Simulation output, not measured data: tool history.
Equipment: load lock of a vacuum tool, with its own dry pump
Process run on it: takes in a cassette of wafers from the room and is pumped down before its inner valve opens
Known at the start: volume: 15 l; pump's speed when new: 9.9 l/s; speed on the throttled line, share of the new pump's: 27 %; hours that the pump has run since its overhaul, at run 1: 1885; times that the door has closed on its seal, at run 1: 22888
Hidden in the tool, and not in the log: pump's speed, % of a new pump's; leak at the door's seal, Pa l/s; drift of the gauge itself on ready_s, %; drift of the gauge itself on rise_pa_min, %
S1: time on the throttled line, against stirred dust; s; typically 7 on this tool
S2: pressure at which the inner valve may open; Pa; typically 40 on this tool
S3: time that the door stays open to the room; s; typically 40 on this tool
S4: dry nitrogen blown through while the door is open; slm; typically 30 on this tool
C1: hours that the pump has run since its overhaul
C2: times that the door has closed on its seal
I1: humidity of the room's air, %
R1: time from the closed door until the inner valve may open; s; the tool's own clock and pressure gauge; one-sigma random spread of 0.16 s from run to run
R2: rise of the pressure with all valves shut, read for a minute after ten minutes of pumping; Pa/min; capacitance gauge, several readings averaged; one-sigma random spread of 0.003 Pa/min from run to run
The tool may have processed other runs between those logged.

{"run": 1, "day": 0.0, "S1": 7, "S2": 40, "S3": 40, "S4": 30, "C1": 1885, "C2": 22888, "I1": 46.9, "R1": 17.1, "R2": 0.039}
{"run": 2, "day": 4.633, "S1": 7, "S2": 40, "S3": 40, "S4": 21, "C1": 1996, "C2": 23430, "I1": 45.5, "R1": 16.9, "R2": 0.045}
{"run": 3, "day": 8.821, "S1": 7, "S2": 40, "S3": 40, "S4": 21, "C1": 2096, "C2": 23920, "I1": 46.5, "R1": 16.8, "R2": 0.05}
{"run": 4, "day": 14.075, "S1": 7, "S2": 40, "S3": 40, "S4": 21, "C1": 2222, "C2": 24534, "I1": 44.5, "R1": 16.9, "R2": 0.047}
{"run": 5, "day": 18.083, "S1": 7, "S2": 40, "S3": 40, "S4": 21, "C1": 2319, "C2": 25003, "I1": 45.8, "R1": 17, "R2": 0.049}
{"run": 6, "day": 25.058, "S1": 7, "S2": 40, "S3": 40, "S4": 21, "C1": 2486, "C2": 25818, "I1": 43, "R1": 16.7, "R2": 0.046}
{"run": 7, "day": 31.758, "S1": 7, "S2": 40, "S3": 40, "S4": 21, "C1": 2647, "C2": 26602, "I1": 43.3, "R1": 16.9, "R2": 0.043}
{"run": 8, "day": 39.104, "S1": 7, "S2": 40, "S3": 40, "S4": 21, "C1": 2823, "C2": 27461, "I1": 46.7, "R1": 17.1, "R2": 0.047}
{"run": 9, "day": 46.6, "S1": 7, "S2": 40, "S3": 40, "S4": 30, "C1": 3003, "C2": 28337, "I1": 45.5, "R1": 17.2, "R2": 0.034}
{"run": 10, "day": 53.117, "S1": 7, "S2": 40, "S3": 40, "S4": 30, "C1": 3160, "C2": 29099, "I1": 46.6, "R1": 16.6, "R2": 0.039}
{"run": 11, "day": 60.592, "S1": 7, "S2": 40, "S3": 40, "S4": 30, "C1": 3339, "C2": 29973, "I1": 51, "R1": 17, "R2": 0.043}
{"run": 12, "day": 68.712, "S1": 7, "S2": 40, "S3": 40, "S4": 8, "C1": 3534, "C2": 30923, "I1": 45.6, "R1": 17.3, "R2": 0.059}
{"run": 13, "day": 72.867, "S1": 7, "S2": 40, "S3": 40, "S4": 8, "C1": 3634, "C2": 31409, "I1": 42, "R1": 16.9, "R2": 0.059}
{"run": 14, "day": 78.438, "S1": 7, "S2": 40, "S3": 40, "S4": 7, "C1": 3767, "C2": 32060, "I1": 45.8, "R1": 16.7, "R2": 0.063}
{"run": 15, "day": 83.212, "S1": 7, "S2": 40, "S3": 138, "S4": 7, "C1": 3882, "C2": 32618, "I1": 44.3, "R1": 16.8, "R2": 0.154}
{"run": 16, "day": 89.921, "S1": 7, "S2": 40, "S3": 138, "S4": 7, "C1": 4043, "C2": 33403, "I1": 45.8, "R1": 17.1, "R2": 0.157}
{"run": 17, "day": 96.375, "S1": 7, "S2": 40, "S3": 40, "S4": 30, "C1": 4198, "C2": 34157, "I1": 44.3, "R1": 17.2, "R2": 0.04}
{"run": 18, "day": 102.258, "S1": 7, "S2": 40, "S3": 40, "S4": 30, "C1": 4339, "C2": 34845, "I1": 42.5, "R1": 17.2, "R2": 0.035}
{"run": 19, "day": 109.329, "S1": 7, "S2": 40, "S3": 40, "S4": 30, "C1": 4509, "C2": 35672, "I1": 45.4, "R1": 17.1, "R2": 0.039}
{"run": 20, "day": 115.746, "S1": 7, "S2": 40, "S3": 40, "S4": 30, "C1": 4663, "C2": 36423, "I1": 46.9, "R1": 17, "R2": 0.041}
{"run": 21, "day": 121.412, "S1": 7, "S2": 40, "S3": 40, "S4": 12, "C1": 4799, "C2": 37085, "I1": 41.7, "R1": 16.8, "R2": 0.053}
{"run": 22, "day": 124.967, "S1": 7, "S2": 40, "S3": 40, "S4": 12, "C1": 4884, "C2": 37501, "I1": 44.5, "R1": 16.9, "R2": 0.054}
{"run": 23, "day": 131.775, "S1": 7, "S2": 40, "S3": 40, "S4": 12, "C1": 5047, "C2": 38297, "I1": 43.7, "R1": 16.7, "R2": 0.057}
{"run": 24, "day": 136.696, "S1": 7, "S2": 40, "S3": 40, "S4": 12, "C1": 5165, "C2": 38872, "I1": 43, "R1": 17.1, "R2": 0.053}
{"run": 25, "day": 143.971, "S1": 7, "S2": 55, "S3": 31, "S4": 30, "C1": 5340, "C2": 39723, "I1": 42.1, "R1": 16.1, "R2": 0.037}
{"run": 26, "day": 149.258, "S1": 7, "S2": 55, "S3": 31, "S4": 30, "C1": 5467, "C2": 40341, "I1": 43.5, "R1": 16.6, "R2": 0.034}
{"run": 27, "day": 153.596, "S1": 7, "S2": 40, "S3": 201, "S4": 30, "C1": 5571, "C2": 40848, "I1": 48.5, "R1": 16.9, "R2": 0.117}
{"run": 28, "day": 158.367, "S1": 7, "S2": 40, "S3": 201, "S4": 30, "C1": 5686, "C2": 41406, "I1": 42.7, "R1": 17, "R2": 0.112}
{"run": 29, "day": 165.829, "S1": 7, "S2": 39, "S3": 40, "S4": 7, "C1": 5865, "C2": 42279, "I1": 48.9, "R1": 17.1, "R2": 0.07}
{"run": 30, "day": 173.262, "S1": 13, "S2": 66, "S3": 166, "S4": 5, "C1": 6043, "C2": 43148, "I1": 45, "R1": 20.4, "R2": 0.193}
{"run": 31, "day": 177.225, "S1": 7, "S2": 49, "S3": 40, "S4": 8, "C1": 6138, "C2": 43611, "I1": 42.3, "R1": 16.7, "R2": 0.062}
{"run": 32, "day": 181.262, "S1": 10, "S2": 49, "S3": 40, "S4": 12, "C1": 6235, "C2": 44083, "I1": 45.2, "R1": 19.1, "R2": 0.062}
{"run": 33, "day": 187.138, "S1": 10, "S2": 49, "S3": 40, "S4": 12, "C1": 6376, "C2": 44770, "I1": 47.7, "R1": 18.8, "R2": 0.064}
{"run": 34, "day": 193.933, "S1": 10, "S2": 49, "S3": 40, "S4": 12, "C1": 6539, "C2": 45565, "I1": 42.4, "R1": 18.9, "R2": 0.05}
{"run": 35, "day": 198.5, "S1": 10, "S2": 49, "S3": 178, "S4": 12, "C1": 6649, "C2": 46099, "I1": 45.3, "R1": 18.8, "R2": 0.16}
{"run": 36, "day": 202.162, "S1": 5, "S2": 49, "S3": 34, "S4": 39, "C1": 6737, "C2": 46527, "I1": 44.2, "R1": 15.2, "R2": 0.033}
{"run": 37, "day": 210.625, "S1": 5, "S2": 44, "S3": 40, "S4": 30, "C1": 6940, "C2": 47517, "I1": 43, "R1": 15.4, "R2": 0.034}

What if the next run were any one of these 3? Each begins from the tool's condition after run 37:
{"run": "A", "day": 216.262, "S1": 5, "S2": 44, "S3": 28, "S4": 30, "C1": 7075, "C2": 48176, "I1": 47.1, "R1": "?", "R2": "?"}
{"run": "B", "day": 216.262, "S1": 7, "S2": 60, "S3": 67, "S4": 7, "C1": 7075, "C2": 48176, "I1": 47.9, "R1": "?", "R2": "?"}
{"run": "C", "day": 216.262, "S1": 13, "S2": 48, "S3": 40, "S4": 30, "C1": 7075, "C2": 48176, "I1": 46.1, "R1": "?", "R2": "?"}

run=A R1=15.3 R2=0.039
run=B R1=16.4 R2=0.095
run=C R1=21 R2=0.036
Without the tool's unlogged condition, the same runs would have read:
run=A R1=15.3 R2=0.038
run=B R1=16.4 R2=0.094
run=C R1=20.9 R2=0.035
